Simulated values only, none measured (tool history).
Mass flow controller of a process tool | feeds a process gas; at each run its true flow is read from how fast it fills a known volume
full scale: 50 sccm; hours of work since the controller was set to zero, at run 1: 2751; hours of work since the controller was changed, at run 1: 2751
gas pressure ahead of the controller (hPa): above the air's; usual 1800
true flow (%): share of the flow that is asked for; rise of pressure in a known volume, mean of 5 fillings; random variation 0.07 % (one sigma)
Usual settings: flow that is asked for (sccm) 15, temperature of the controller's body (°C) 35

| run | hour | flow that is asked for (sccm) | gas pressure ahead of the controller (hPa) | temperature of the controller's body (°C) | hours of work since the controller was set to zero | hours of work since the controller was changed | true flow (%) |
|---|---|---|---|---|---|---|---|
| 1 | 0.0 | 15 | 1800 | 35 | 2751 | 2751 | 99.00 |
| 2 | 290.4 | 15 | 1800 | 35 | 2858 | 2858 | 98.98 |
| 3 | 427.5 | 15 | 1800 | 35 | 2909 | 2909 | 98.99 |
| 4 | 569.5 | 15 | 1800 | 35 | 2962 | 2962 | 98.91 |
| 5 | 852.7 | 15 | 1800 | 35 | 3067 | 3067 | 99.05 |
| 6 | 1121.8 | 15 | 1800 | 35 | 3167 | 3167 | 99.06 |
| 7 | 1251.0 | 15 | 1800 | 35 | 3214 | 3214 | 99.04 |
| 8 | 1529.6 | 15 | 1830 | 35 | 3318 | 3318 | 99.06 |
| 9 | 1656.6 | 15 | 1830 | 35 | 3365 | 3365 | 99.02 |
| 10 | 1809.8 | 15 | 1800 | 35 | 3421 | 3421 | 98.91 |
| 11 | 2004.6 | 15 | 1800 | 35 | 3494 | 3494 | 99.09 |
| 12 | 2154.4 | 15 | 1800 | 35 | 3549 | 3549 | 99.00 |
| 13 | 2304.4 | 15 | 1800 | 35 | 3605 | 3605 | 99.00 |
| 14 | 2426.2 | 15 | 1800 | 33 | 3650 | 3650 | 98.93 |
| 15 | 2555.9 | 15 | 2580 | 30 | 3698 | 3698 | 98.61 |
| 16 | 2846.1 | 15 | 2580 | 38 | 3805 | 3805 | 98.94 |

The next listed run, before its measurement:
| 17 | 3033.6 | 15 | 2580 | 38 | 3875 | 3875 | ? |

true flow (%): 98.85
Without the tool's hidden state the same run would have given true flow (%) 98.86.
